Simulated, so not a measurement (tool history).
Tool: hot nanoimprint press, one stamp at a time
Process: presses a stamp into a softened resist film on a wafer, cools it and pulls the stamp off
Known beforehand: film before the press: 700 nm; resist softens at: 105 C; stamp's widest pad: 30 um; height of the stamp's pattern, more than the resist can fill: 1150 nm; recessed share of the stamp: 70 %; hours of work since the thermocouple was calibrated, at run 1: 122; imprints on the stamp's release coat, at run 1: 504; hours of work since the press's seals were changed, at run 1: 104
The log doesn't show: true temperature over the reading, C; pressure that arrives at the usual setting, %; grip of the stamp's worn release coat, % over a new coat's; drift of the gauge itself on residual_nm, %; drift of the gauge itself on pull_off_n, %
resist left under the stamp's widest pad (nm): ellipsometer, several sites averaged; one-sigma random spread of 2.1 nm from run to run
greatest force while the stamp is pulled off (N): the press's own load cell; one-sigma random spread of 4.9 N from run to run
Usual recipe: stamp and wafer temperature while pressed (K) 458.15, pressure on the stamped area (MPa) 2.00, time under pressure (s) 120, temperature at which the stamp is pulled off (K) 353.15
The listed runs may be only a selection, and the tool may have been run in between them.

run   hour  stamp and wafer temperature while pressed (K)  pressure on the stamped area (MPa)  time under pressure (s)  temperature at which the stamp is pulled off (K)  hours of work since the thermocouple was calibrated  imprints on the stamp's release coat  hours of work since the press's seals were changed  resist left under the stamp's widest pad (nm)  greatest force while the stamp is pulled off (N)
  1    0.0                                         458.15                                2.00                      120                                            353.15                                                  122                                   504                                                 104                                          395.0                                               263
  2    8.2                                         458.15                                2.00                      120                                            353.15                                                  126                                   520                                                 108                                          390.7                                               245
  3   18.5                                         458.15                                1.54                      120                                            353.15                                                  130                                   541                                                 112                                          441.2                                               256
  4   28.9                                         458.15                                1.54                      120                                            353.15                                                  134                                   563                                                 116                                          441.1                                               258
  5   43.9                                         465.15                                2.00                      120                                            353.15                                                  141                                   593                                                 123                                          327.2                                               253
  6   54.7                                         458.15                                2.00                      120                                            351.15                                                  145                                   615                                                 127                                          391.7                                               250
  7   70.2                                         458.15                                2.00                      120                                            353.15                                                  152                                   646                                                 134                                          392.1                                               260
  8   80.5                                         449.15                                2.00                      120                                            353.15                                                  156                                   668                                                 138                                          486.7                                               258
  9   91.3                                         458.15                                2.00                      120                                            353.15                                                  161                                   690                                                 143                                          393.2                                               266
 10  106.8                                         458.15                                1.29                      120                                            353.15                                                  167                                   721                                                 149                                          468.5                                               255
 11  120.8                                         458.15                                2.00                      120                                            353.15                                                  173                                   750                                                 155                                          390.7                                               263
 12  133.8                                         458.15                                2.00                      120                                            353.15                                                  179                                   776                                                 161                                          391.5                                               258
     138.0  -- plate thermocouple calibrated
 13  149.3                                         458.15                                2.00                      120                                            353.15                                                    5                                   801                                                 166                                          390.5                                               261
 14  158.5                                         464.15                                2.00                      120                                            353.15                                                    9                                   820                                                 170                                          334.1                                               264
 15  174.4                                         464.15                                2.00                      120                                            353.15                                                   15                                   853                                                 176                                          330.6                                               262
 16  183.6                                         464.15                                2.00                      120                                            353.15                                                   19                                   871                                                 180                                          333.0                                               271
 17  190.7                                         469.15                                1.52                      190                                            348.15                                                   22                                   886                                                 183                                          289.7                                               285
 18  197.5                                         470.15                                1.46                      120                                            358.15                                                   25                                   900                                                 186                                          338.1                                               243
 19  213.0                                         470.15                                1.46                      120                                            358.15                                                   32                                   931                                                 193                                          338.0                                               242
     222.8  -- plate thermocouple calibrated, once more
 20  229.5                                         470.15                                1.46                      120                                            358.15                                                    3                                   959                                                 198                                          343.3                                               248
 21  239.8                                         458.15                                2.00                      120                                            341.15                                                    7                                   980                                                 203                                          394.2                                               318
 22  251.8                                         458.15                                2.00                      120                                            341.15                                                   12                                  1004                                                 208                                          391.8                                               319
 23  267.7                                         458.15                                2.00                      120                                            341.15                                                   19                                  1037                                                 214                                          393.6                                               314
 24  274.5                                         458.15                                2.69                       88                                            342.15                                                   22                                  1050                                                 217                                          376.4                                               303
 25  287.1                                         458.15                                2.79                      213                                            353.15                                                   27                                  1076                                                 223                                          270.2                                               275
 26  300.1                                         458.15                                1.23                      213                                            353.15                                                   33                                  1102                                                 228                                          416.0                                               265
 27  311.0                                         458.15                                2.00                      120                                            345.15                                                   37                                  1125                                                 233                                          394.4                                               298
 28  327.0                                         458.15                                2.00                      120                                            345.15                                                   44                                  1157                                                 239                                          391.9                                               305
 29  342.3                                         458.15                                2.74                      214                                            339.15                                                   50                                  1188                                                 246                                          276.5                                               331
 30  355.0                                         458.15                                2.74                       96                                            361.15                                                   56                                  1214                                                 251                                          364.2                                               239

Below, some changes in resist left under the stamp's widest pad (nm) between adjacent runs. For each, the amount present without the hidden state too (settings, incoming material, random variation) and the amount remaining for the hidden state with gauge scatter not shared by both compared results:
Run 4 -> 5: stamp and wafer temperature while pressed (K) 458.15 -> 465.15, pressure on the stamped area (MPa) 1.54 -> 2.00. resist left under the stamp's widest pad (nm) -113.9: hidden state +0.4, all else -114.3.
Run 12 -> 13: plate thermocouple calibrated. resist left under the stamp's widest pad (nm) -1.0: hidden state -2.1, all else +1.1.
Run 19 -> 20: plate thermocouple calibrated, once more. resist left under the stamp's widest pad (nm) +5.3: hidden state +5.1, all else +0.2.
Run 25 -> 26: pressure on the stamped area (MPa) 2.79 -> 1.23. resist left under the stamp's widest pad (nm) +145.8: hidden state -1.6, all else +147.4.
Run 28 -> 29: pressure on the stamped area (MPa) 2.00 -> 2.74, time under pressure (s) 120 -> 214, temperature at which the stamp is pulled off (K) 345.15 -> 339.15. resist left under the stamp's widest pad (nm) -115.4: hidden state +0.4, all else -115.8.

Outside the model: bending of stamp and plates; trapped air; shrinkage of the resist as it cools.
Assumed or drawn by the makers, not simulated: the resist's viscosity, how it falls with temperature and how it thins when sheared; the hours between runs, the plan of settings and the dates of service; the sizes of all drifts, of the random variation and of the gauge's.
